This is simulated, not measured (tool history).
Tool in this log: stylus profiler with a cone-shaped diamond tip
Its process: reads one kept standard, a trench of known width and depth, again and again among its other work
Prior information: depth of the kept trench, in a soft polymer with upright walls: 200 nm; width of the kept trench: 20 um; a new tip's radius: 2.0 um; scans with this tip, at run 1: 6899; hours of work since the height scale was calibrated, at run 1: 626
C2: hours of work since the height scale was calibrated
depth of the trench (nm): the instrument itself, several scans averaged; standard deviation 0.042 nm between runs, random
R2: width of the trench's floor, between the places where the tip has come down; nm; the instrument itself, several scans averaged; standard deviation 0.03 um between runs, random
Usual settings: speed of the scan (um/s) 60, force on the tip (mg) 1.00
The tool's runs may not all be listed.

Run 1, hour 0.0: usual settings; scans with this tip 6899; C2 626. Result: depth of the trench (nm) 201.01, R2 18120 nm.
Run 2, hour 48.2: usual settings but speed of the scan (um/s) 152; scans with this tip 7139; C2 647. Result: depth of the trench (nm) 201.01, R2 17780 nm.
Run 3, hour 131.7: usual settings but speed of the scan (um/s) 152; scans with this tip 7556; C2 685. Result: depth of the trench (nm) 201.03, R2 17820 nm.
Run 4, hour 209.3: usual settings but speed of the scan (um/s) 148; scans with this tip 7944; C2 720. Result: depth of the trench (nm) 201.02, R2 17930 nm.
Run 5, hour 245.4: usual settings but speed of the scan (um/s) 148; scans with this tip 8124; C2 737. Result: depth of the trench (nm) 200.98, R2 17820 nm.
Run 6, hour 285.8: usual settings but speed of the scan (um/s) 148; scans with this tip 8326; C2 755. Result: depth of the trench (nm) 200.99, R2 17820 nm.
Run 7, hour 333.8: usual settings but speed of the scan (um/s) 28, force on the tip (mg) 1.54; scans with this tip 8566; C2 777. Result: depth of the trench (nm) 201.39, R2 18200 nm.
Run 8, hour 386.2: usual settings but speed of the scan (um/s) 28, force on the tip (mg) 1.54; scans with this tip 8828; C2 800. Result: depth of the trench (nm) 201.24, R2 18190 nm.
Run 9, hour 437.9: usual settings but speed of the scan (um/s) 98, force on the tip (mg) 1.84; scans with this tip 9086; C2 824. Result: depth of the trench (nm) 201.51, R2 18030 nm.
Run 10, hour 487.7: usual settings but speed of the scan (um/s) 49, force on the tip (mg) 1.03; scans with this tip 9335; C2 846. Result: depth of the trench (nm) 201.04, R2 18120 nm.

Run 11 has not been measured yet. What should we expect?
Run 11, hour 538.8: usual settings but speed of the scan (um/s) 49, force on the tip (mg) 0.65; scans with this tip 9590; C2 870. Result: depth of the trench (nm) ?, R2 ?.

Run 11 yielded depth of the trench (nm) 200.70, R2 18080 nm.
With the hidden condition absent and the run-to-run variation left alone, this run would have shown depth of the trench (nm) 200.70, R2 18100 nm.
